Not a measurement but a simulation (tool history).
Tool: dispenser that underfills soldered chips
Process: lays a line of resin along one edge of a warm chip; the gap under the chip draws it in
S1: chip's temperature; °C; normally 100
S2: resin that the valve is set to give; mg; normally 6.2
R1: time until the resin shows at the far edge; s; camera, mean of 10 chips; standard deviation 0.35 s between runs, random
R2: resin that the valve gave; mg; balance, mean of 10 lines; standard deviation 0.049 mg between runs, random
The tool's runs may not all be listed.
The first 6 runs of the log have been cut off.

{"hour": 78.0, "done": "new syringe of resin"}
{"hour": 88.2, "done": "new syringe of resin"}
{"run": 7, "hour": 88.5, "S1": 100, "S2": 8.02, "R1": 16.5, "R2": 7.78}
{"hour": 96.8, "done": "stage's temperature calibrated"}
{"hour": 100.1, "done": "new syringe of resin"}
{"run": 8, "hour": 103.8, "S1": 107, "S2": 6.2, "R1": 16.2, "R2": 5.93}
{"hour": 111.0, "done": "new syringe of resin"}
{"run": 9, "hour": 120.2, "S1": 107, "S2": 6.2, "R1": 22.8, "R2": 5.95}
{"hour": 121.3, "done": "new syringe of resin"}
{"run": 10, "hour": 129.1, "S1": 107, "S2": 6.2, "R1": 20.3, "R2": 6.01}
{"hour": 131.9, "done": "new syringe of resin"}
{"hour": 142.9, "done": "new syringe of resin"}
{"run": 11, "hour": 144.0, "S1": 107, "S2": 6.2, "R1": 14.6, "R2": 5.94}
{"hour": 154.1, "done": "new syringe of resin"}
{"run": 12, "hour": 161.0, "S1": 107, "S2": 6.2, "R1": 19.1, "R2": 5.92}
{"hour": 165.0, "done": "new syringe of resin"}
{"hour": 175.5, "done": "new syringe of resin"}
{"run": 13, "hour": 179.2, "S1": 107, "S2": 6.2, "R1": 16, "R2": 5.86}
{"hour": 185.0, "done": "dispensing valve cleaned and set on the balance"}
{"hour": 187.7, "done": "new syringe of resin"}
{"run": 14, "hour": 188.6, "S1": 112, "S2": 6.2, "R1": 11.2, "R2": 6.15}
{"hour": 198.4, "done": "new syringe of resin"}
{"run": 15, "hour": 199.0, "S1": 112, "S2": 6.2, "R1": 10.5, "R2": 6.2}
{"hour": 209.0, "done": "new syringe of resin"}
{"run": 16, "hour": 211.0, "S1": 112, "S2": 6.2, "R1": 12, "R2": 6.07}
{"hour": 220.0, "done": "new syringe of resin"}
{"run": 17, "hour": 220.9, "S1": 87, "S2": 6.2, "R1": 32.1, "R2": 6.11}
{"hour": 230.8, "done": "new syringe of resin"}
{"run": 18, "hour": 237.7, "S1": 87, "S2": 6.2, "R1": 45.3, "R2": 6.1}
{"hour": 240.9, "done": "new syringe of resin"}
{"hour": 251.2, "done": "new syringe of resin"}
{"run": 19, "hour": 251.2, "S1": 87, "S2": 6.2, "R1": 30.3, "R2": 6.17}
{"hour": 261.7, "done": "new syringe of resin"}
{"run": 20, "hour": 265.2, "S1": 103, "S2": 6.92, "R1": 18.4, "R2": 6.85}

What does the tool deliver on the next run?
{"hour": 271.8, "done": "new syringe of resin"}
{"run": 21, "hour": 273.2, "S1": 103, "S2": 6.92, "R1": "?", "R2": "?"}

R1: 16.4 s
R2: 6.77 mg
With the hidden condition absent and the run-to-run variation left alone, this run would have shown R1 15.8 s, R2 6.95 mg.
